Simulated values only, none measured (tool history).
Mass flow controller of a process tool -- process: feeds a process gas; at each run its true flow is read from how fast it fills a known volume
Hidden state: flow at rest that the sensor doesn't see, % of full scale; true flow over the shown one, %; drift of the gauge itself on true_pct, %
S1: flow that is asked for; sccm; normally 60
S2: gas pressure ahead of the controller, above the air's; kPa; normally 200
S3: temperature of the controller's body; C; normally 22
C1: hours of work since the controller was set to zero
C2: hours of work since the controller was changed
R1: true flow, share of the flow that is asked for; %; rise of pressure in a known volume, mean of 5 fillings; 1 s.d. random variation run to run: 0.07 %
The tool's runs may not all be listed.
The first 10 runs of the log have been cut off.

run    hour  S1   S2  S3    C1    C2     R1
 11   743.1  60  200  22  3081  3081  98.35
 12   809.5  60  200  22  3133  3133  98.36
 13   871.5  60  200  22  3181  3181  98.31
 14     921  60  200  22  3219  3219  98.29
 15   979.1  60  200  22  3264  3264  98.33
 16  1043.7  60  200  34  3314  3314  97.51
 17  1129.4  60  200  34  3380  3380  97.38
 18  1189.7  60  200  31  3427  3427  97.55
 19  1250.8  60  200  31  3474  3474  97.75
 20  1306.2  60  200  31  3517  3517   97.6
 21  1371.4  60  200  26  3568  3568  98.06
 22  1415.9  60  200  26  3602  3602  97.97
 23  1484.7  60  200  26  3655  3655  98.14
 24  1534.5  60  237  22  3694  3694   98.4
 25  1574.9  85  204  22  3725  3725   98.8
 26  1652.3  45  200  22  3785  3785  98.21
 27  1709.7  45  200  22  3829  3829  98.12
 28  1758.5  60  200  39  3867  3867  97.15
 29  1813.2  60  200  39  3910  3910  96.95

Run 30 is up next; what results do you expect?
 30  1875.4  65  169  35  3958  3958   ?

{"run 30": {"R1": 97.35}}
Without the tool's hidden state the same run would have given R1 97.35 %.

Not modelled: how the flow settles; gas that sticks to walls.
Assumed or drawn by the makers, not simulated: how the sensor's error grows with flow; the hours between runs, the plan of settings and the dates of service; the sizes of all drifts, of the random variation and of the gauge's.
